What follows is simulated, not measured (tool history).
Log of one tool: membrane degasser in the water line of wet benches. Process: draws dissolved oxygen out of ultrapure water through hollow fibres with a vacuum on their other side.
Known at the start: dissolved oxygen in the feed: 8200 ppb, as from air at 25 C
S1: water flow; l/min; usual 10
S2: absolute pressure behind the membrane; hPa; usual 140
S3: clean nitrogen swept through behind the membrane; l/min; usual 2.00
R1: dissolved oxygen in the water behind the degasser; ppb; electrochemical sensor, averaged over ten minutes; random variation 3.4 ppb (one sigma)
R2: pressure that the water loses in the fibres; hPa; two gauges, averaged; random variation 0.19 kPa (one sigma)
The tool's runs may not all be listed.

run 1 hour=0.0 | S1=10 S2=140 S3=2.00 | R1=337.9 R2=469.4
run 2 hour=119.9 | S1=10 S2=140 S3=2.00 | R1=336.9 R2=469.1
run 3 hour=233.8 | S1=10 S2=150 S3=2.00 | R1=349.8 R2=470.9
run 4 hour=306.8 | S1=10 S2=150 S3=2.00 | R1=356.7 R2=469.3
run 5 hour=421.8 | S1=10 S2=150 S3=2.00 | R1=349.7 R2=468.2
run 6 hour=530.8 | S1=10 S2=150 S3=2.00 | R1=348.0 R2=474.0
run 7 hour=666.3 | S1=10 S2=150 S3=2.00 | R1=351.9 R2=474.5
run 8 hour=820.2 | S1=10 S2=150 S3=1.48 | R1=393.8 R2=472.8
run 9 hour=956.2 | S1=10 S2=257 S3=2.00 | R1=472.1 R2=474.5
run 10 hour=1101.4 | S1=12 S2=261 S3=3.02 | R1=479.9 R2=564.7
run 11 hour=1219.3 | S1=11 S2=129 S3=3.90 | R1=310.3 R2=519.1
run 12 hour=1378.1 | S1=11 S2=129 S3=3.90 | R1=312.2 R2=524.6
run 13 hour=1506.0 | S1=11 S2=91 S3=1.76 | R1=328.8 R2=524.1
run 14 hour=1621.7 | S1=6 S2=232 S3=5.32 | R1=154.0 R2=284.2
run 15 hour=1719.4 | S1=6 S2=160 S3=4.56 | R1=137.2 R2=285.2
run 16 hour=1860.5 | S1=6 S2=160 S3=4.56 | R1=138.4 R2=284.3

The same runs without the tool's hidden state, with the same run-to-run variation:
The hidden state here: membrane still open, %; true pressure behind the membrane over the reading, kPa; air that leaks in behind the membrane, l/min; drift of the gauge itself on oxygen_ppb, %; drift of the gauge itself on loss_of_pressure_kpa, %.
run=1 R2=469.1
run=2 R2=468.4
run=3 R2=469.6
run=4 R2=467.7
run=5 R2=466.2
run=6 R2=471.5
run=7 R2=471.5
run=8 R2=469.2
run=9 R2=470.3
run=10 R2=559.0
run=11 R2=513.2
run=12 R2=518.0
run=13 R2=517.0
run=14 R2=280.0
run=15 R2=280.8
run=16 R2=279.5
R1: within 1.2 ppb of the measured result in every run.
